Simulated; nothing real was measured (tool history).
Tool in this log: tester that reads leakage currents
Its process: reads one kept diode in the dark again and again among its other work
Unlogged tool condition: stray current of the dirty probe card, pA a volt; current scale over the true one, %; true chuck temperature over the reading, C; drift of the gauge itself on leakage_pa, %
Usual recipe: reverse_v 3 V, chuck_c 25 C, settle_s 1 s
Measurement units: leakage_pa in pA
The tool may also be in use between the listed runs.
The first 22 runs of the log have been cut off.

| run | day | reverse_v | chuck_c | settle_s | hours of work since the probe card was cleaned | hours of work since the tester was calibrated | hours of work since the chuck was calibrated | leakage_pa |
|---|---|---|---|---|---|---|---|---|
| 23 | 24.5 | 1.01 | 42 | 1.85 | 1657 | 399 | 780 | 253.01 |
| 24 | 25.554 | 1.19 | 33 | 3.05 | 1672 | 414 | 795 | 134.84 |
| 25 | 26.492 | 1.19 | 33 | 3.05 | 1685 | 427 | 808 | 134.45 |
| 26 | 27.233 | 1.43 | 22 | 3.05 | 1695 | 437 | 818 | 57.81 |
| 27 | 28.308 | 1.41 | 22 | 0.8 | 1710 | 452 | 833 | 57.89 |
| 28 | 29.096 | 1.41 | 22 | 0.8 | 1721 | 463 | 844 | 57.94 |
| 29 | 30.242 | 2.92 | 32 | 1 | 1737 | 479 | 860 | 208.4 |
| 30 | 31.212 | 3 | 43 | 0.5 | 1750 | 492 | 873 | 514.07 |
| 31 | 32.55 | 3 | 39 | 6.96 | 1768 | 511 | 892 | 373.86 |
| 32 | 33.583 | 3 | 24 | 5.02 | 1783 | 525 | 906 | 105.82 |
| 33 | 34.558 | 4.02 | 42 | 9.88 | 1796 | 539 | 920 | 562.85 |
|  | 35.192 | probe card cleaned and baked |
| 34 | 35.929 | 4.02 | 42 | 9.88 | 10 | 556 | 937 | 561.04 |
| 35 | 37.229 | 4.99 | 24 | 1.23 | 28 | 574 | 955 | 143.18 |
| 36 | 38.375 | 4.99 | 24 | 1.23 | 44 | 590 | 971 | 142.66 |
| 37 | 38.992 | 3 | 31 | 1 | 53 | 598 | 979 | 194.62 |

Consider 4 possible next runs. They are alternatives, not a sequence: every one starts from the tool as it was left by run 37. What does each give?
| A | 39.938 | 13.98 | 36 | 8.79 | 66 | 611 | 992 | ? |
| B | 39.938 | 1.54 | 55 | 1.39 | 66 | 611 | 992 | ? |
| C | 39.938 | 6.57 | 32 | 5.67 | 66 | 611 | 992 | ? |
| D | 39.938 | 3 | 46 | 0.36 | 66 | 611 | 992 | ? |

| run | leakage_pa |
|---|---|
| A | 719.59 |
| B | 857.8 |
| C | 330.58 |
| D | 648.44 |
With no hidden state in the tool, these same runs would have given:
| run | leakage_pa |
|---|---|
| A | 721.16 |
| B | 859.49 |
| C | 331.32 |
| D | 649.78 |
